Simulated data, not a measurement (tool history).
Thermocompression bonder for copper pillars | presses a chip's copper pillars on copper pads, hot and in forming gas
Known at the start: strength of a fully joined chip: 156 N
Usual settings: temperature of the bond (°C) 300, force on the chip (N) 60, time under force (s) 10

run,hour,temperature of the bond (°C),force on the chip (N),time under force (s),force that shears a chip off (N)
1,0,300,60,10,116.2
2,13.6,300,60,10,116.5
3,27.6,300,60,10,113.8
4,38.7,300,60,10,117.1
5,47.4,300,60,10,116
6,54.3,300,60,10,115.5
7,69.4,300,60,12,121.8
# hour 77: forming gas filter changed
8,77,300,60,12,125.1

Forecast run 9:
9,84.9,329,60,29,?

Run 9 gave force that shears a chip off (N) 152.5.
Without the tool's hidden state the same run would have given force that shears a chip off (N) 151.
